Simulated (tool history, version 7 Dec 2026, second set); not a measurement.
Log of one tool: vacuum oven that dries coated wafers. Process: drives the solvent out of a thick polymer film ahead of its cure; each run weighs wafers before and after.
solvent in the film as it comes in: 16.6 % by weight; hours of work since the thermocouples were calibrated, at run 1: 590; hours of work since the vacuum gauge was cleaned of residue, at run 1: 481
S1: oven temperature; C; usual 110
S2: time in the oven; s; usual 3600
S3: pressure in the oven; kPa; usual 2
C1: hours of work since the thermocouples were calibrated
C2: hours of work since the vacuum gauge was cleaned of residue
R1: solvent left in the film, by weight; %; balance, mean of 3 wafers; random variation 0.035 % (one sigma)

Run 1, hour 0: usual settings; C1 590; C2 481. Result: R1 2.11 %.
Run 2, hour 23: usual settings; C1 600; C2 492. Result: R1 2.12 %.
Run 3, hour 41.3: usual settings; C1 608; C2 500. Result: R1 2.16 %.
Run 4, hour 65.8: usual settings; C1 619; C2 511. Result: R1 2.18 %.
Run 5, hour 91.4: usual settings; C1 631; C2 522. Result: R1 2.11 %.
Run 6, hour 108.7: usual settings; C1 639; C2 530. Result: R1 2.18 %.
Run 7, hour 138.9: usual settings but S2 5220 s; C1 652; C2 544. Result: R1 1.68 %.
Run 8, hour 156.3: usual settings but S1 101 C, S2 5220 s; C1 660; C2 552. Result: R1 2.85 %.
Run 9, hour 170.6: usual settings; C1 667; C2 558. Result: R1 2.18 %.
Run 10, hour 188.5: usual settings; C1 675; C2 566. Result: R1 2.09 %.
Run 11, hour 210.9: usual settings but S1 99 C; C1 685; C2 576. Result: R1 4.37 %.
Run 12, hour 239.8: usual settings but S1 99 C; C1 698; C2 590. Result: R1 4.4 %.
Run 13, hour 258.1: usual settings but S2 1860 s; C1 706; C2 598. Result: R1 4.15 %.
Run 14, hour 274.7: usual settings but S3 3.66 kPa; C1 714; C2 605. Result: R1 3.37 %.
Run 15, hour 292.6: usual settings but S3 4.68 kPa; C1 722; C2 613. Result: R1 4.06 %.
Run 16, hour 308.8: usual settings but S1 97 C; C1 729; C2 621. Result: R1 4.98 %.
Run 17, hour 330.2: usual settings but S3 1.05 kPa; C1 739; C2 630. Result: R1 1.5 %.
Run 18, hour 346.5: usual settings but S3 1.05 kPa; C1 746; C2 638. Result: R1 1.49 %.
Run 19, hour 372.5: usual settings but S3 1.05 kPa; C1 758; C2 650. Result: R1 1.51 %.
Run 20, hour 404.3: usual settings but S3 1.05 kPa; C1 772; C2 664. Result: R1 1.58 %.
Run 21, hour 424: usual settings but S3 3.49 kPa; C1 781; C2 673. Result: R1 3.2 %.
Run 22, hour 439.5: usual settings but S3 3.49 kPa; C1 788; C2 680. Result: R1 3.2 %.
Run 23, hour 465.2: usual settings but S3 3.49 kPa; C1 800; C2 691. Result: R1 3.3 %.
Run 24, hour 493.1: usual settings but S3 3.49 kPa; C1 812; C2 704. Result: R1 3.24 %.
Run 25, hour 514.3: usual settings but S3 3.49 kPa; C1 822; C2 714. Result: R1 3.28 %.
Run 26, hour 537.4: usual settings but S1 103 C, S3 2.74 kPa; C1 832; C2 724. Result: R1 4.14 %.
Run 27, hour 563.4: usual settings but S1 102 C; C1 844; C2 736. Result: R1 3.73 %.
Run 28, hour 595: usual settings but S1 111 C, S3 1.77 kPa; C1 858; C2 750. Result: R1 1.87 %.
Run 29, hour 612.7: usual settings but S1 111 C, S3 1.77 kPa; C1 866; C2 758. Result: R1 1.91 %.
Run 30, hour 630.3: usual settings but S1 120 C, S3 1.07 kPa; C1 874; C2 766. Result: R1 0.74 %.
Run 31, hour 655.7: usual settings but S1 120 C, S2 2280 s, S3 7.54 kPa; C1 886; C2 778. Result: R1 4.55 %.
Run 32, hour 682.9: usual settings but S1 108 C, S2 3120 s, S3 6.67 kPa; C1 898; C2 790. Result: R1 6.33 %.
Run 33, hour 701.4: usual settings but S1 108 C, S2 3120 s, S3 6.67 kPa; C1 907; C2 798. Result: R1 6.32 %.
Run 34, hour 726.8: usual settings but S1 102 C, S2 4440 s, S3 6.67 kPa; C1 918; C2 810. Result: R1 7.44 %.
Run 35, hour 757.6: usual settings but S1 102 C, S2 4440 s, S3 6.67 kPa; C1 932; C2 824. Result: R1 7.42 %.
Run 36, hour 788.6: usual settings but S1 101 C, S2 4440 s, S3 6.67 kPa; C1 946; C2 838. Result: R1 7.67 %.
Run 37, hour 811.8: usual settings but S1 101 C, S2 3900 s, S3 6.07 kPa; C1 956; C2 848. Result: R1 7.47 %.
Run 38, hour 837.8: usual settings but S1 120 C; C1 968; C2 860. Result: R1 1.29 %.
Run 39, hour 862.5: usual settings but S2 6180 s, S3 1.09 kPa; C1 979; C2 871. Result: R1 0.95 %.
At hour 879.1: oven's thermocouples calibrated.
Run 40, hour 891.1: usual settings but S2 2820 s, S3 6.91 kPa; C1 5; C2 883. Result: R1 5.81 %.
Run 41, hour 914.3: usual settings but S2 2820 s, S3 6.91 kPa; C1 16; C2 893. Result: R1 5.83 %.
Run 42, hour 938.5: usual settings but S2 3780 s; C1 27; C2 904. Result: R1 1.98 %.
Run 43, hour 955.3: usual settings but S2 3780 s; C1 34; C2 912. Result: R1 1.95 %.
Run 44, hour 970.7: usual settings but S1 122 C, S2 6180 s, S3 2.71 kPa; C1 41; C2 919. Result: R1 1.34 %.
Run 45, hour 993.1: usual settings but S1 122 C, S2 6180 s, S3 2.71 kPa; C1 52; C2 929. Result: R1 1.3 %.
Run 46, hour 1024.7: usual settings but S1 97 C, S2 2760 s, S3 1.45 kPa; C1 66; C2 943. Result: R1 5.25 %.
Run 47, hour 1044.5: usual settings but S1 109 C, S2 2760 s, S3 1.45 kPa; C1 75; C2 952. Result: R1 2.43 %.
Run 48, hour 1072.5: usual settings but S1 121 C, S2 6000 s, S3 1.06 kPa; C1 87; C2 965. Result: R1 0.55 %.

3 ways to go on from here, each from the tool as it stands after run 48. What would each give?
Run A, hour 1087.5: usual settings but S1 101 C, S2 4020 s; C1 94; C2 972. Result: R1 ?.
Run B, hour 1087.5: usual settings but S1 99 C, S2 5220 s, S3 6.49 kPa; C1 94; C2 972. Result: R1 ?.
Run C, hour 1087.5: usual settings but S1 103 C, S2 5460 s, S3 3.04 kPa; C1 94; C2 972. Result: R1 ?.

run    R1
  A   3.4
  B  7.48
  C   3.2
Without the tool's hidden state the same runs would have given:
run    R1
  A  3.24
  B  7.27
  C  3.07

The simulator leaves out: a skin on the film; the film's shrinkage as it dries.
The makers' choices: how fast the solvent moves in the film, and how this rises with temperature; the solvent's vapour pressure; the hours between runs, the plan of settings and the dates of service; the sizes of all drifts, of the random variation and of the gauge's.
